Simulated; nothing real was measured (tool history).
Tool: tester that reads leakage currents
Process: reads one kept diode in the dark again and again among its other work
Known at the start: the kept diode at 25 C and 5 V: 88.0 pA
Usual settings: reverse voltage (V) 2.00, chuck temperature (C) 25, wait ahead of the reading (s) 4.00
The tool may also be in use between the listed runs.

| run | hour | reverse voltage (V) | chuck temperature (C) | wait ahead of the reading (s) | current that the tester gives (pA) |
|---|---|---|---|---|---|
| 1 | 0.0 | 2.00 | 25 | 4.00 | 60.72 |
| 2 | 22.5 | 2.00 | 25 | 4.00 | 60.52 |
| 3 | 47.6 | 2.00 | 25 | 4.00 | 60.67 |
| 4 | 88.8 | 2.00 | 25 | 4.00 | 60.48 |
| 5 | 108.3 | 2.00 | 25 | 4.00 | 60.71 |
| 6 | 148.3 | 2.00 | 25 | 4.00 | 60.33 |
| 7 | 170.8 | 2.00 | 25 | 4.00 | 60.52 |
| 8 | 205.6 | 2.00 | 25 | 0.35 | 62.03 |
| 9 | 229.5 | 1.69 | 25 | 4.00 | 56.69 |
| 10 | 255.0 | 1.69 | 25 | 4.00 | 56.77 |
| 11 | 275.3 | 1.69 | 25 | 4.00 | 56.50 |
| 12 | 307.3 | 1.69 | 25 | 4.00 | 56.67 |
| 13 | 348.9 | 2.00 | 39 | 4.00 | 165.50 |
| 14 | 369.1 | 2.00 | 39 | 4.00 | 166.30 |
| 15 | 389.2 | 2.00 | 41 | 4.00 | 190.29 |
| 16 | 419.3 | 2.00 | 41 | 4.00 | 189.60 |
| 17 | 458.1 | 2.00 | 25 | 4.00 | 60.50 |
| 18 | 481.8 | 2.00 | 25 | 4.00 | 60.26 |
| 19 | 504.9 | 3.45 | 43 | 1.69 | 269.04 |
| 20 | 530.9 | 2.00 | 34 | 0.31 | 118.60 |
| 21 | 549.9 | 2.00 | 34 | 0.31 | 117.94 |
| 22 | 587.6 | 1.50 | 30 | 5.86 | 78.16 |
| 23 | 617.6 | 1.50 | 30 | 5.86 | 78.12 |
| 24 | 648.7 | 2.00 | 22 | 9.43 | 47.78 |
| 25 | 667.9 | 14.94 | 51 | 2.39 | 803.92 |
| 26 | 695.3 | 8.27 | 26 | 2.39 | 114.99 |
| 27 | 720.6 | 1.30 | 25 | 2.70 | 51.07 |
| 28 | 737.7 | 2.00 | 27 | 4.00 | 69.27 |
| 29 | 762.0 | 2.00 | 27 | 4.00 | 69.53 |
| 30 | 802.0 | 2.00 | 43 | 4.55 | 216.03 |
| 31 | 837.9 | 9.04 | 31 | 0.64 | 172.71 |
| 32 | 876.1 | 13.89 | 23 | 0.43 | 124.31 |
| 33 | 912.3 | 2.80 | 37 | 7.95 | 162.85 |

Measured less the same run without the tool's hidden state. The same run-to-run variation is in both; the gauge's scatter may not be:
The hidden state here: stray current of the dirty probe card, pA a volt; current scale over the true one, %; true chuck temperature over the reading, C; drift of the gauge itself on leakage_pa, %.
| run | current that the tester gives (pA) |
|---|---|
| 1 | -1.37 |
| 2 | -1.40 |
| 3 | -1.42 |
| 4 | -1.46 |
| 5 | -1.47 |
| 6 | -1.50 |
| 7 | -1.53 |
| 8 | -1.56 |
| 9 | -1.53 |
| 10 | -1.55 |
| 11 | -1.55 |
| 12 | -1.58 |
| 13 | -5.04 |
| 14 | -5.14 |
| 15 | -5.97 |
| 16 | -6.10 |
| 17 | -1.79 |
| 18 | -1.79 |
| 19 | -8.79 |
| 20 | -3.96 |
| 21 | -3.98 |
| 22 | -2.78 |
| 23 | -2.83 |
| 24 | -1.41 |
| 25 | -25.28 |
| 26 | -1.68 |
| 27 | -1.89 |
| 28 | -2.43 |
| 29 | -2.46 |
| 30 | -8.85 |
| 31 | -3.77 |
| 32 | +1.41 |
| 33 | -6.72 |
